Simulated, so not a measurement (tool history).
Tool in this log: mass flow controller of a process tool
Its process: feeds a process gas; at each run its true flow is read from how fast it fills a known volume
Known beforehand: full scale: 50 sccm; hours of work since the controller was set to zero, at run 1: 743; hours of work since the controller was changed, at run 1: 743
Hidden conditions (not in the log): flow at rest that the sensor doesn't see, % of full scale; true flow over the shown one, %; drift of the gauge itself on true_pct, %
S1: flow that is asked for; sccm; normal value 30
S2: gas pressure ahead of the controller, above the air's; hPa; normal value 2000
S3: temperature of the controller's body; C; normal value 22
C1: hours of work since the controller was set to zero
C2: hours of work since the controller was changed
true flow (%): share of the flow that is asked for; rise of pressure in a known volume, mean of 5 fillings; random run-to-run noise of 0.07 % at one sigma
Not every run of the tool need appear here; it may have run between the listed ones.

run 1 day=0 | S1=30 S2=2000 S3=22 | C1=743 C2=743 | true_flow_(%)=99.39
run 2 day=1.496 | S1=30 S2=2190 S3=22 | C1=762 C2=762 | true_flow_(%)=99.31
run 3 day=4.404 | S1=30 S2=2190 S3=22 | C1=800 C2=800 | true_flow_(%)=99.3
run 4 day=6.004 | S1=30 S2=2340 S3=22 | C1=820 C2=820 | true_flow_(%)=99.3
run 5 day=8.971 | S1=22 S2=2000 S3=22 | C1=859 C2=859 | true_flow_(%)=99.02
run 6 day=11.4 | S1=30 S2=1450 S3=22 | C1=890 C2=890 | true_flow_(%)=99.18
run 7 day=12.871 | S1=30 S2=1450 S3=22 | C1=909 C2=909 | true_flow_(%)=99.17
run 8 day=15.238 | S1=40 S2=2000 S3=22 | C1=940 C2=940 | true_flow_(%)=99.45
run 9 day=17.758 | S1=6 S2=2000 S3=22 | C1=972 C2=972 | true_flow_(%)=99.65
run 10 day=19.375 | S1=6 S2=2000 S3=22 | C1=993 C2=993 | true_flow_(%)=99.64
run 11 day=22.179 | S1=6 S2=2000 S3=22 | C1=1029 C2=1029 | true_flow_(%)=99.72
run 12 day=24.142 | S1=6 S2=2000 S3=23 | C1=1055 C2=1055 | true_flow_(%)=99.94
run 13 day=27.4 | S1=6 S2=2000 S3=23 | C1=1097 C2=1097 | true_flow_(%)=99.91
run 14 day=30.571 | S1=6 S2=2000 S3=23 | C1=1138 C2=1138 | true_flow_(%)=100.06
run 15 day=32.892 | S1=30 S2=2000 S3=22 | C1=1168 C2=1168 | true_flow_(%)=99.25
run 16 day=35.196 | S1=30 S2=2000 S3=22 | C1=1198 C2=1198 | true_flow_(%)=99.28
run 17 day=38.062 | S1=30 S2=2000 S3=22 | C1=1235 C2=1235 | true_flow_(%)=99.31
run 18 day=40.867 | S1=30 S2=2000 S3=22 | C1=1271 C2=1271 | true_flow_(%)=99.36
run 19 day=42.517 | S1=30 S2=2000 S3=32 | C1=1292 C2=1292 | true_flow_(%)=100.17
run 20 day=45.275 | S1=30 S2=2000 S3=22 | C1=1328 C2=1328 | true_flow_(%)=99.23
run 21 day=47.958 | S1=30 S2=1530 S3=22 | C1=1363 C2=1363 | true_flow_(%)=99.25
run 22 day=50.425 | S1=30 S2=1660 S3=22 | C1=1395 C2=1395 | true_flow_(%)=99.28
run 23 day=52.933 | S1=30 S2=1660 S3=22 | C1=1427 C2=1427 | true_flow_(%)=99.26
run 24 day=56.358 | S1=30 S2=1660 S3=22 | C1=1471 C2=1471 | true_flow_(%)=99.2
run 25 day=58.588 | S1=10 S2=1470 S3=36 | C1=1500 C2=1500 | true_flow_(%)=100.66
run 26 day=61.229 | S1=10 S2=2270 S3=36 | C1=1534 C2=1534 | true_flow_(%)=100.76
run 27 day=63.892 | S1=10 S2=2270 S3=36 | C1=1569 C2=1569 | true_flow_(%)=100.78
run 28 day=66.517 | S1=10 S2=2270 S3=36 | C1=1603 C2=1603 | true_flow_(%)=100.77
run 29 day=69.204 | S1=10 S2=2270 S3=36 | C1=1637 C2=1637 | true_flow_(%)=100.72
run 30 day=70.925 | S1=5 S2=1450 S3=22 | C1=1660 C2=1660 | true_flow_(%)=100.64
run 31 day=73.229 | S1=16 S2=2150 S3=38 | C1=1689 C2=1689 | true_flow_(%)=100.68
run 32 day=76.525 | S1=43 S2=1650 S3=38 | C1=1732 C2=1732 | true_flow_(%)=100.92
run 33 day=79.096 | S1=43 S2=1650 S3=38 | C1=1765 C2=1765 | true_flow_(%)=101.04
run 34 day=81.038 | S1=11 S2=1650 S3=34 | C1=1790 C2=1790 | true_flow_(%)=100.47
run 35 day=83.483 | S1=14 S2=1650 S3=24 | C1=1822 C2=1822 | true_flow_(%)=99.49
run 36 day=85.542 | S1=14 S2=1650 S3=24 | C1=1849 C2=1849 | true_flow_(%)=99.39
run 37 day=88.975 | S1=6 S2=2620 S3=22 | C1=1893 C2=1893 | true_flow_(%)=100.74
run 38 day=91.067 | S1=14 S2=2000 S3=37 | C1=1920 C2=1920 | true_flow_(%)=100.63
run 39 day=93.212 | S1=11 S2=1620 S3=36 | C1=1948 C2=1948 | true_flow_(%)=100.7
run 40 day=94.629 | S1=11 S2=2200 S3=22 | C1=1966 C2=1966 | true_flow_(%)=99.66
run 41 day=96.971 | S1=11 S2=1450 S3=32 | C1=1996 C2=1996 | true_flow_(%)=100.15
run 42 day=99.642 | S1=11 S2=1450 S3=32 | C1=2031 C2=2031 | true_flow_(%)=100.14
run 43 day=102.608 | S1=11 S2=1450 S3=32 | C1=2069 C2=2069 | true_flow_(%)=100.35
run 44 day=104.938 | S1=14 S2=1960 S3=32 | C1=2099 C2=2099 | true_flow_(%)=100.33
run 45 day=106.625 | S1=30 S2=1930 S3=22 | C1=2121 C2=2121 | true_flow_(%)=99.3
run 46 day=108.788 | S1=30 S2=2480 S3=26 | C1=2149 C2=2149 | true_flow_(%)=99.89
run 47 day=110.242 | S1=30 S2=2480 S3=26 | C1=2168 C2=2168 | true_flow_(%)=99.82

Forecast each of these 4 alternatives for the next run:
run A day=112.062 | S1=17 S2=1560 S3=35 | C1=2192 C2=2192 | true_flow_(%)=?
run B day=112.062 | S1=30 S2=2200 S3=21 | C1=2192 C2=2192 | true_flow_(%)=?
run C day=112.062 | S1=42 S2=1620 S3=26 | C1=2192 C2=2192 | true_flow_(%)=?
run D day=112.062 | S1=7 S2=1900 S3=20 | C1=2192 C2=2192 | true_flow_(%)=?

run=A true_flow_(%)=100.37
run=B true_flow_(%)=99.37
run=C true_flow_(%)=99.93
run=D true_flow_(%)=100.45
With no hidden state in the tool, these same runs would have given:
run=A true_flow_(%)=99.57
run=B true_flow_(%)=99.03
run=C true_flow_(%)=99.76
run=D true_flow_(%)=98.13
